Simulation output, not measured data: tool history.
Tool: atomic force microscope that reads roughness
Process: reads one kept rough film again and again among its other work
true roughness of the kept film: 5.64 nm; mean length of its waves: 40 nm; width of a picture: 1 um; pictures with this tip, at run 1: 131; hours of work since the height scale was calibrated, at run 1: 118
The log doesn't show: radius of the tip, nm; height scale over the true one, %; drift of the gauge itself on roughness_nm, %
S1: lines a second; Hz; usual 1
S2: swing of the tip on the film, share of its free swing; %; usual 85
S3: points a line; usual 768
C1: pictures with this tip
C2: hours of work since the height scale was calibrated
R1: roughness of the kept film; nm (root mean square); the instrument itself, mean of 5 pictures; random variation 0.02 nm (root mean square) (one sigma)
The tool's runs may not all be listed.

{"run": 1, "hour": 0.0, "S1": 1, "S2": 85, "S3": 768, "C1": 131, "C2": 118, "R1": 4.507}
{"run": 2, "hour": 13.6, "S1": 1, "S2": 85, "S3": 768, "C1": 145, "C2": 124, "R1": 4.491}
{"run": 3, "hour": 24.6, "S1": 1, "S2": 85, "S3": 768, "C1": 157, "C2": 129, "R1": 4.433}
{"run": 4, "hour": 34.6, "S1": 1, "S2": 85, "S3": 769, "C1": 167, "C2": 134, "R1": 4.429}
{"run": 5, "hour": 41.8, "S1": 1, "S2": 59, "S3": 768, "C1": 175, "C2": 137, "R1": 4.535}
{"hour": 43.3, "done": "new tip fitted"}
{"run": 6, "hour": 50.5, "S1": 1, "S2": 85, "S3": 768, "C1": 7, "C2": 141, "R1": 4.922}
{"run": 7, "hour": 62.5, "S1": 1, "S2": 85, "S3": 768, "C1": 20, "C2": 146, "R1": 4.872}
{"run": 8, "hour": 73.4, "S1": 1, "S2": 85, "S3": 768, "C1": 31, "C2": 151, "R1": 4.825}
{"run": 9, "hour": 81.2, "S1": 1, "S2": 85, "S3": 768, "C1": 40, "C2": 155, "R1": 4.845}
{"run": 10, "hour": 87.3, "S1": 0.78, "S2": 85, "S3": 768, "C1": 46, "C2": 157, "R1": 4.837}
{"run": 11, "hour": 93.7, "S1": 0.78, "S2": 85, "S3": 768, "C1": 53, "C2": 160, "R1": 4.814}
{"run": 12, "hour": 102.1, "S1": 0.78, "S2": 85, "S3": 768, "C1": 61, "C2": 164, "R1": 4.768}
{"run": 13, "hour": 111.2, "S1": 0.78, "S2": 85, "S3": 768, "C1": 71, "C2": 168, "R1": 4.734}
{"run": 14, "hour": 120.5, "S1": 0.78, "S2": 85, "S3": 768, "C1": 81, "C2": 172, "R1": 4.699}
{"run": 15, "hour": 129.2, "S1": 0.78, "S2": 85, "S3": 768, "C1": 90, "C2": 176, "R1": 4.696}
{"run": 16, "hour": 138.2, "S1": 0.78, "S2": 85, "S3": 768, "C1": 99, "C2": 180, "R1": 4.693}
{"run": 17, "hour": 144.7, "S1": 0.78, "S2": 85, "S3": 768, "C1": 106, "C2": 183, "R1": 4.645}
{"run": 18, "hour": 157.3, "S1": 1, "S2": 85, "S3": 768, "C1": 119, "C2": 189, "R1": 4.56}
{"run": 19, "hour": 168.5, "S1": 1, "S2": 85, "S3": 768, "C1": 131, "C2": 194, "R1": 4.548}
{"run": 20, "hour": 174.7, "S1": 1, "S2": 85, "S3": 768, "C1": 137, "C2": 197, "R1": 4.529}
{"run": 21, "hour": 187.1, "S1": 1, "S2": 85, "S3": 768, "C1": 150, "C2": 203, "R1": 4.505}
{"run": 22, "hour": 195.9, "S1": 1, "S2": 85, "S3": 797, "C1": 159, "C2": 207, "R1": 4.453}
{"run": 23, "hour": 201.8, "S1": 1, "S2": 85, "S3": 797, "C1": 166, "C2": 209, "R1": 4.45}
{"run": 24, "hour": 208.3, "S1": 1, "S2": 85, "S3": 768, "C1": 172, "C2": 212, "R1": 4.426}
{"hour": 211.9, "done": "new tip fitted"}
{"run": 25, "hour": 220.5, "S1": 1, "S2": 85, "S3": 768, "C1": 9, "C2": 217, "R1": 4.959}
{"run": 26, "hour": 228.9, "S1": 1, "S2": 85, "S3": 768, "C1": 17, "C2": 221, "R1": 4.883}
{"run": 27, "hour": 240.7, "S1": 1, "S2": 85, "S3": 768, "C1": 30, "C2": 227, "R1": 4.826}
{"run": 28, "hour": 247.8, "S1": 1, "S2": 85, "S3": 768, "C1": 37, "C2": 230, "R1": 4.828}
{"run": 29, "hour": 259.9, "S1": 1, "S2": 85, "S3": 378, "C1": 50, "C2": 235, "R1": 4.761}
{"run": 30, "hour": 269.4, "S1": 1.51, "S2": 85, "S3": 827, "C1": 60, "C2": 240, "R1": 4.659}
{"run": 31, "hour": 275.7, "S1": 1, "S2": 77, "S3": 421, "C1": 66, "C2": 243, "R1": 4.786}
{"run": 32, "hour": 285.9, "S1": 2.06, "S2": 82, "S3": 421, "C1": 77, "C2": 247, "R1": 4.565}
{"run": 33, "hour": 295.1, "S1": 2.06, "S2": 82, "S3": 421, "C1": 87, "C2": 251, "R1": 4.493}
{"run": 34, "hour": 303.3, "S1": 1, "S2": 67, "S3": 768, "C1": 95, "C2": 255, "R1": 4.779}
{"run": 35, "hour": 316.6, "S1": 0.91, "S2": 72, "S3": 872, "C1": 109, "C2": 261, "R1": 4.683}
{"run": 36, "hour": 327.4, "S1": 0.91, "S2": 72, "S3": 872, "C1": 120, "C2": 266, "R1": 4.691}
{"run": 37, "hour": 340.6, "S1": 0.91, "S2": 72, "S3": 872, "C1": 134, "C2": 272, "R1": 4.629}
{"run": 38, "hour": 352.8, "S1": 0.91, "S2": 77, "S3": 670, "C1": 147, "C2": 278, "R1": 4.572}
{"run": 39, "hour": 360.8, "S1": 0.91, "S2": 77, "S3": 670, "C1": 155, "C2": 281, "R1": 4.538}
{"run": 40, "hour": 374.2, "S1": 1.3, "S2": 68, "S3": 768, "C1": 169, "C2": 287, "R1": 4.49}
{"hour": 381.1, "done": "new tip fitted"}
{"run": 41, "hour": 384.3, "S1": 1.3, "S2": 60, "S3": 664, "C1": 3, "C2": 292, "R1": 4.979}
{"run": 42, "hour": 393.4, "S1": 1.3, "S2": 60, "S3": 664, "C1": 13, "C2": 296, "R1": 4.951}
{"run": 43, "hour": 403.4, "S1": 1.2, "S2": 85, "S3": 661, "C1": 23, "C2": 300, "R1": 4.83}
{"run": 44, "hour": 415.5, "S1": 3.44, "S2": 68, "S3": 661, "C1": 36, "C2": 306, "R1": 4.748}
{"run": 45, "hour": 427.4, "S1": 1.48, "S2": 70, "S3": 768, "C1": 48, "C2": 311, "R1": 4.813}
{"run": 46, "hour": 435.3, "S1": 3.78, "S2": 70, "S3": 349, "C1": 57, "C2": 315, "R1": 4.576}
{"run": 47, "hour": 442.7, "S1": 0.91, "S2": 67, "S3": 349, "C1": 64, "C2": 318, "R1": 4.805}
{"run": 48, "hour": 451.1, "S1": 0.52, "S2": 67, "S3": 349, "C1": 73, "C2": 322, "R1": 4.789}
{"run": 49, "hour": 458.2, "S1": 1.27, "S2": 63, "S3": 768, "C1": 81, "C2": 325, "R1": 4.748}

Forecast run 50:
{"run": 50, "hour": 465.5, "S1": 0.54, "S2": 63, "S3": 722, "C1": 88, "C2": 328, "R1": "?"}

{"run 50": {"R1": 4.785}}
Without the tool's hidden state the same run would have given R1 5.116 nm (root mean square).

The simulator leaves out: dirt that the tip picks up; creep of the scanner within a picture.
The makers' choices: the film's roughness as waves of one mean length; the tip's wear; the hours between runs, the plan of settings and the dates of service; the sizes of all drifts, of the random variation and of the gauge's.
